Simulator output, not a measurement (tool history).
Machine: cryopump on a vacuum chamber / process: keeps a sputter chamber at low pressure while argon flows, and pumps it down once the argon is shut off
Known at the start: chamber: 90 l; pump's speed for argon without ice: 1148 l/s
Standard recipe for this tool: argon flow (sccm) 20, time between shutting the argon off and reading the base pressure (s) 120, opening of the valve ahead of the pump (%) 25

| run | hour | argon flow (sccm) | time between shutting the argon off and reading the base pressure (s) | opening of the valve ahead of the pump (%) | pressure while argon flows (Pa) | pressure after the wait (uPa) |
|---|---|---|---|---|---|---|
| 1 | 0 | 20 | 120 | 25 | 0.1226 | 1.12 |
| 2 | 16.1 | 24 | 120 | 25 | 0.1482 | 1.1 |
| 3 | 26.2 | 20 | 79 | 25 | 0.124 | 1.29 |
| 4 | 34.7 | 20 | 120 | 25 | 0.1238 | 1.17 |
| 5 | 42.8 | 20 | 120 | 25 | 0.1231 | 1.14 |
| 6 | 51.1 | 20 | 120 | 17 | 0.179 | 1.2 |
| 7 | 63.6 | 20 | 120 | 17 | 0.1806 | 1.19 |
| 8 | 77.8 | 20 | 120 | 25 | 0.1236 | 1.25 |
| 9 | 87.3 | 20 | 120 | 19 | 0.1591 | 1.26 |
| 10 | 99.9 | 20 | 120 | 19 | 0.162 | 1.22 |
| 11 | 113.5 | 35 | 120 | 19 | 0.282 | 1.26 |
| 12 | 130.1 | 35 | 120 | 19 | 0.2836 | 1.29 |
| 13 | 145.8 | 32 | 120 | 19 | 0.2612 | 1.31 |
| 14 | 156 | 20 | 23 | 25 | 0.1255 | 2.89 |
| 15 | 166.9 | 20 | 28 | 25 | 0.1249 | 2.41 |
| 16 | 174.2 | 20 | 120 | 25 | 0.1246 | 1.32 |
| 17 | 186.3 | 20 | 120 | 25 | 0.1256 | 1.38 |
| 18 | 197.9 | 26 | 162 | 51 | 0.0842 | 1.34 |
| 19 | 214.7 | 19 | 195 | 25 | 0.1198 | 1.32 |
| 20 | 228.6 | 40 | 24 | 25 | 0.2508 | 2.91 |
| 21 | 241.7 | 40 | 24 | 25 | 0.2521 | 2.91 |
| 22 | 250.3 | 40 | 37 | 25 | 0.2531 | 2.31 |
| 23 | 265.4 | 18 | 39 | 55 | 0.0553 | 2.26 |
| 24 | 278.8 | 18 | 39 | 55 | 0.0558 | 2.34 |
| 25 | 288.8 | 18 | 39 | 55 | 0.0553 | 2.26 |
| 26 | 299.7 | 18 | 39 | 55 | 0.0559 | 2.36 |
| 27 | 310.6 | 11 | 39 | 55 | 0.0344 | 2.28 |
| 28 | 327.5 | 30 | 163 | 38 | 0.1296 | 1.53 |
| 29 | 335 | 8 | 163 | 38 | 0.0345 | 1.59 |
| 30 | 343.8 | 8 | 163 | 38 | 0.0348 | 1.59 |
| 31 | 354.9 | 8 | 163 | 38 | 0.0331 | 1.55 |
| 32 | 366.6 | 8 | 163 | 38 | 0.0348 | 1.58 |
| 33 | 380.7 | 11 | 175 | 24 | 0.0716 | 1.64 |
|  | 386.7 | pump warmed up, emptied and cooled again |
| 34 | 401.8 | 31 | 71 | 24 | 0.191 | 1.72 |

The logged runs with the hidden state left out (each run's random variation unchanged):
Hidden conditions of the tool in this case: pump's speed, % of a pump's without ice; cold plate's temperature, K; leak into the chamber, uPa l/s; drift of the gauge itself on working_pa, %; drift of the gauge itself on base_upa, %.
| run | pressure while argon flows (Pa) | pressure after the wait (uPa) |
|---|---|---|
| 1 | 0.1172 | 0.63 |
| 2 | 0.1415 | 0.6 |
| 3 | 0.1184 | 0.78 |
| 4 | 0.118 | 0.64 |
| 5 | 0.1173 | 0.6 |
| 6 | 0.173 | 0.63 |
| 7 | 0.1746 | 0.63 |
| 8 | 0.1174 | 0.64 |
| 9 | 0.1529 | 0.63 |
| 10 | 0.1556 | 0.59 |
| 11 | 0.2707 | 0.6 |
| 12 | 0.272 | 0.61 |
| 13 | 0.2503 | 0.6 |
| 14 | 0.1187 | 2.16 |
| 15 | 0.1179 | 1.7 |
| 16 | 0.1176 | 0.59 |
| 17 | 0.1184 | 0.62 |
| 18 | 0.0747 | 0.53 |
| 19 | 0.1127 | 0.48 |
| 20 | 0.2356 | 2.05 |
| 21 | 0.2366 | 2.04 |
| 22 | 0.2374 | 1.43 |
| 23 | 0.0483 | 1.34 |
| 24 | 0.0486 | 1.4 |
| 25 | 0.048 | 1.32 |
| 26 | 0.0485 | 1.38 |
| 27 | 0.0298 | 1.31 |
| 28 | 0.1168 | 0.51 |
| 29 | 0.0311 | 0.54 |
| 30 | 0.0313 | 0.54 |
| 31 | 0.0296 | 0.49 |
| 32 | 0.0312 | 0.5 |
| 33 | 0.0666 | 0.51 |
| 34 | 0.1902 | 0.89 |
